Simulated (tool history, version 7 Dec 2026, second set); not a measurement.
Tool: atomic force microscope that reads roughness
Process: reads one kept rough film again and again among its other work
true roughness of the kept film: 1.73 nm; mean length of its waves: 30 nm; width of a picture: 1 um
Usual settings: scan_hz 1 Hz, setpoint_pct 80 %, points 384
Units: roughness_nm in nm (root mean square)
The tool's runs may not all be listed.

Run 1, hour 0: usual settings. Result: roughness_nm 1.56 nm (root mean square).
Run 2, hour 4.3: usual settings. Result: roughness_nm 1.542 nm (root mean square).
Run 3, hour 8.9: usual settings. Result: roughness_nm 1.546 nm (root mean square).
Run 4, hour 18.4: usual settings but points 446. Result: roughness_nm 1.533 nm (root mean square).
Run 5, hour 25.5: usual settings. Result: roughness_nm 1.541 nm (root mean square).
Run 6, hour 30.2: usual settings. Result: roughness_nm 1.534 nm (root mean square).
Run 7, hour 38.5: usual settings. Result: roughness_nm 1.525 nm (root mean square).
Run 8, hour 45.4: usual settings but scan_hz 1.02 Hz. Result: roughness_nm 1.525 nm (root mean square).
Run 9, hour 55.6: usual settings but scan_hz 2.91 Hz. Result: roughness_nm 1.39 nm (root mean square).
Run 10, hour 60.5: usual settings but setpoint_pct 84 %. Result: roughness_nm 1.501 nm (root mean square).
Run 11, hour 68.8: usual settings but setpoint_pct 84 %. Result: roughness_nm 1.503 nm (root mean square).
Run 12, hour 78.9: usual settings but setpoint_pct 84 %. Result: roughness_nm 1.492 nm (root mean square).
Run 13, hour 86.3: usual settings. Result: roughness_nm 1.501 nm (root mean square).
Run 14, hour 93.7: usual settings. Result: roughness_nm 1.508 nm (root mean square).
Run 15, hour 101: usual settings but scan_hz 3.38 Hz, setpoint_pct 73 %, points 741. Result: roughness_nm 1.425 nm (root mean square).
Run 16, hour 108.9: usual settings but scan_hz 3.38 Hz, setpoint_pct 73 %, points 741. Result: roughness_nm 1.403 nm (root mean square).
Run 17, hour 115.4: usual settings but scan_hz 3.38 Hz, setpoint_pct 55 %, points 417. Result: roughness_nm 1.523 nm (root mean square).
Run 18, hour 121.2: usual settings but scan_hz 3.38 Hz, setpoint_pct 55 %, points 417. Result: roughness_nm 1.51 nm (root mean square).
Run 19, hour 127.8: usual settings but scan_hz 3.38 Hz, setpoint_pct 55 %, points 417. Result: roughness_nm 1.504 nm (root mean square).
Run 20, hour 134.8: usual settings but scan_hz 3.38 Hz, setpoint_pct 55 %, points 417. Result: roughness_nm 1.501 nm (root mean square).
Run 21, hour 141.7: usual settings but scan_hz 2.95 Hz, setpoint_pct 87 %, points 655. Result: roughness_nm 1.296 nm (root mean square).
Run 22, hour 148.7: usual settings but scan_hz 2.01 Hz, setpoint_pct 87 %, points 655. Result: roughness_nm 1.372 nm (root mean square).
Run 23, hour 157.2: usual settings but scan_hz 1.06 Hz, setpoint_pct 89 %, points 655. Result: roughness_nm 1.447 nm (root mean square).
Run 24, hour 166.6: usual settings but scan_hz 1.06 Hz, setpoint_pct 89 %, points 655. Result: roughness_nm 1.444 nm (root mean square).
Run 25, hour 172.4: usual settings but scan_hz 1.06 Hz, setpoint_pct 89 %, points 451. Result: roughness_nm 1.443 nm (root mean square).
Run 26, hour 177: usual settings but scan_hz 0.73 Hz, setpoint_pct 74 %. Result: roughness_nm 1.484 nm (root mean square).
Run 27, hour 182.7: usual settings but scan_hz 0.73 Hz, setpoint_pct 74 %. Result: roughness_nm 1.49 nm (root mean square).

Hidden state or all else? Some run-to-run changes of roughness_nm, split into what the settings, what came in and random variation would give without the hidden state, and what is left for the hidden state (with any gauge scatter that isn't in both results):
The hidden state here: radius of the tip, nm; height scale over the true one, %; drift of the gauge itself on roughness_nm, %.
Run 8 -> 9: scan_hz 1.02 -> 2.91. roughness_nm -0.135 nm (root mean square): hidden state -0.002, all else -0.133.
Run 16 -> 17: setpoint_pct 73 -> 55, points 741 -> 417. roughness_nm +0.12 nm (root mean square): hidden state -0.009, all else +0.129.
Run 20 -> 21: scan_hz 3.38 -> 2.95, setpoint_pct 55 -> 87, points 417 -> 655. roughness_nm -0.205 nm (root mean square): hidden state +0.006, all else -0.211.
Run 21 -> 22: scan_hz 2.95 -> 2.01. roughness_nm +0.076 nm (root mean square): hidden state -0.007, all else +0.083.
